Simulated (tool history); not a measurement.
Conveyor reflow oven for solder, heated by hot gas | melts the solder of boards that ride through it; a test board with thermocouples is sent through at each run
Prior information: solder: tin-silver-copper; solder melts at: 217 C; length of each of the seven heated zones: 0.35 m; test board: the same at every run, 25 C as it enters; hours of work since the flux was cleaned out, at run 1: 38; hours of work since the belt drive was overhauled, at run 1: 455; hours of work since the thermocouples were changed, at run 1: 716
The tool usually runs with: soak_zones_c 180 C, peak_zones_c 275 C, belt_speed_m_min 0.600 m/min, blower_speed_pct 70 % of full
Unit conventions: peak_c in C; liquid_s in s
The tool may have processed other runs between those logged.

| run | hour | soak_zones_c | peak_zones_c | belt_speed_m_min | blower_speed_pct | hours of work since the flux was cleaned out | hours of work since the belt drive was overhauled | hours of work since the thermocouples were changed | peak_c | liquid_s |
|---|---|---|---|---|---|---|---|---|---|---|
| 1 | 0.0 | 180 | 275 | 0.600 | 70 | 38 | 455 | 716 | 264.4 | 62.2 |
| 2 | 46.7 | 180 | 275 | 0.600 | 70 | 58 | 476 | 737 | 264.2 | 62.5 |
| 3 | 83.5 | 180 | 275 | 0.503 | 70 | 75 | 492 | 753 | 268.7 | 76.8 |
| 4 | 154.0 | 180 | 275 | 0.503 | 70 | 106 | 523 | 784 | 268.5 | 77.0 |
| 5 | 188.8 | 180 | 275 | 0.503 | 70 | 121 | 538 | 799 | 268.8 | 77.1 |
| 6 | 247.7 | 180 | 275 | 0.503 | 70 | 147 | 564 | 825 | 268.7 | 77.0 |
| 7 | 306.1 | 165 | 275 | 0.503 | 80 | 172 | 590 | 850 | 268.8 | 72.7 |
| 8 | 358.6 | 188 | 272 | 0.600 | 80 | 195 | 613 | 873 | 264.1 | 65.6 |
|  | 390.9 | flux residue cleaned out of gas plates and filters |
| 9 | 418.8 | 180 | 275 | 0.578 | 63 | 12 | 637 | 897 | 264.5 | 64.6 |
| 10 | 452.0 | 174 | 268 | 0.576 | 77 | 27 | 651 | 912 | 260.3 | 61.7 |

Here are 5 independent what-if runs from the current tool condition. What would each one return?
| A | 520.5 | 180 | 289 | 0.600 | 70 | 57 | 681 | 942 | ? | ? |
| B | 520.5 | 178 | 268 | 0.502 | 88 | 57 | 681 | 942 | ? | ? |
| C | 520.5 | 167 | 268 | 0.674 | 73 | 57 | 681 | 942 | ? | ? |
| D | 520.5 | 179 | 275 | 0.600 | 78 | 57 | 681 | 942 | ? | ? |
| E | 520.5 | 180 | 275 | 0.600 | 80 | 57 | 681 | 942 | ? | ? |

| run | peak_c | liquid_s |
|---|---|---|
| A | 277.4 | 67.4 |
| B | 264.7 | 75.7 |
| C | 253.9 | 46.5 |
| D | 266.3 | 63.1 |
| E | 266.8 | 63.8 |
Without the tool's hidden state the same runs would have given:
| run | peak_c | liquid_s |
|---|---|---|
| A | 274.9 | 65.3 |
| B | 262.3 | 73.3 |
| C | 251.5 | 44.3 |
| D | 263.9 | 61.0 |
| E | 264.4 | 61.7 |
